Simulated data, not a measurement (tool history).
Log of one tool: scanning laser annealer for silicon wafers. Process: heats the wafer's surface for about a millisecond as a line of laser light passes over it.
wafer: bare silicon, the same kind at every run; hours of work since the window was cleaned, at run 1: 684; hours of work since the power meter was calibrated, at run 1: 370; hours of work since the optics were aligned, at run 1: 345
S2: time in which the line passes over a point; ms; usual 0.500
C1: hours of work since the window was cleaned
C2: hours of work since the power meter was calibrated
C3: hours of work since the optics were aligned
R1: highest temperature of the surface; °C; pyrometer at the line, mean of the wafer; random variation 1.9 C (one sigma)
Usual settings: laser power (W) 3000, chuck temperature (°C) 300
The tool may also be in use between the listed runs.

run 1 hour=0.0 | laser_power_(W)=3000 S2=0.500 chuck_temperature_(°C)=300 | C1=684 C2=370 C3=345 | R1=1058
run 2 hour=19.6 | laser_power_(W)=3000 S2=0.500 chuck_temperature_(°C)=300 | C1=692 C2=378 C3=352 | R1=1055
run 3 hour=35.9 | laser_power_(W)=3000 S2=0.500 chuck_temperature_(°C)=300 | C1=698 C2=384 C3=359 | R1=1059
-- hour=53.0 window over the wafer cleaned
run 4 hour=57.1 | laser_power_(W)=3000 S2=0.500 chuck_temperature_(°C)=300 | C1=2 C2=392 C3=367 | R1=1098
run 5 hour=91.4 | laser_power_(W)=3000 S2=0.500 chuck_temperature_(°C)=300 | C1=15 C2=405 C3=380 | R1=1100
run 6 hour=129.3 | laser_power_(W)=3000 S2=0.500 chuck_temperature_(°C)=300 | C1=31 C2=421 C3=396 | R1=1097
run 7 hour=159.3 | laser_power_(W)=3000 S2=0.500 chuck_temperature_(°C)=300 | C1=43 C2=433 C3=408 | R1=1095
run 8 hour=197.4 | laser_power_(W)=3000 S2=0.500 chuck_temperature_(°C)=300 | C1=58 C2=448 C3=423 | R1=1093
run 9 hour=231.9 | laser_power_(W)=3000 S2=0.500 chuck_temperature_(°C)=300 | C1=72 C2=462 C3=437 | R1=1097
run 10 hour=253.8 | laser_power_(W)=3000 S2=0.500 chuck_temperature_(°C)=279 | C1=80 C2=470 C3=445 | R1=1071
-- hour=261.5 optics aligned, line set to its width
run 11 hour=289.1 | laser_power_(W)=3001 S2=0.500 chuck_temperature_(°C)=279 | C1=92 C2=483 C3=11 | R1=1073
run 12 hour=324.3 | laser_power_(W)=3001 S2=0.490 chuck_temperature_(°C)=279 | C1=107 C2=497 C3=25 | R1=1060
run 13 hour=344.6 | laser_power_(W)=3001 S2=0.490 chuck_temperature_(°C)=279 | C1=115 C2=505 C3=33 | R1=1062
run 14 hour=383.1 | laser_power_(W)=3000 S2=0.586 chuck_temperature_(°C)=300 | C1=130 C2=520 C3=49 | R1=1166
run 15 hour=417.6 | laser_power_(W)=3243 S2=0.610 chuck_temperature_(°C)=274 | C1=144 C2=534 C3=62 | R1=1247
-- hour=458.8 optics aligned, line set to its width, once more
run 16 hour=461.9 | laser_power_(W)=3241 S2=0.610 chuck_temperature_(°C)=309 | C1=160 C2=550 C3=1 | R1=1287
run 17 hour=484.0 | laser_power_(W)=2891 S2=0.502 chuck_temperature_(°C)=335 | C1=168 C2=559 C3=10 | R1=1095
run 18 hour=503.7 | laser_power_(W)=2866 S2=0.475 chuck_temperature_(°C)=319 | C1=176 C2=566 C3=18 | R1=1044
run 19 hour=529.1 | laser_power_(W)=2866 S2=0.475 chuck_temperature_(°C)=319 | C1=186 C2=577 C3=28 | R1=1045
run 20 hour=567.5 | laser_power_(W)=2837 S2=0.416 chuck_temperature_(°C)=306 | C1=202 C2=592 C3=44 | R1=968
run 21 hour=588.8 | laser_power_(W)=2837 S2=0.416 chuck_temperature_(°C)=306 | C1=210 C2=600 C3=52 | R1=966
run 22 hour=607.7 | laser_power_(W)=2917 S2=0.477 chuck_temperature_(°C)=306 | C1=218 C2=608 C3=60 | R1=1047

Forecast each of these 5 alternatives for the next run:
run A hour=636.0 | laser_power_(W)=2719 S2=0.441 chuck_temperature_(°C)=300 | C1=229 C2=619 C3=71 | R1=?
run B hour=636.0 | laser_power_(W)=2663 S2=0.412 chuck_temperature_(°C)=284 | C1=229 C2=619 C3=71 | R1=?
run C hour=636.0 | laser_power_(W)=2953 S2=0.620 chuck_temperature_(°C)=302 | C1=229 C2=619 C3=71 | R1=?
run D hour=636.0 | laser_power_(W)=3012 S2=0.500 chuck_temperature_(°C)=300 | C1=229 C2=619 C3=71 | R1=?
run E hour=636.0 | laser_power_(W)=2874 S2=0.500 chuck_temperature_(°C)=286 | C1=229 C2=619 C3=71 | R1=?

run=A R1=946
run=B R1=894
run=C R1=1178
run=D R1=1093
run=E R1=1034
Without the tool's hidden state the same runs would have given:
run=A R1=963
run=B R1=909
run=C R1=1199
run=D R1=1113
run=E R1=1053

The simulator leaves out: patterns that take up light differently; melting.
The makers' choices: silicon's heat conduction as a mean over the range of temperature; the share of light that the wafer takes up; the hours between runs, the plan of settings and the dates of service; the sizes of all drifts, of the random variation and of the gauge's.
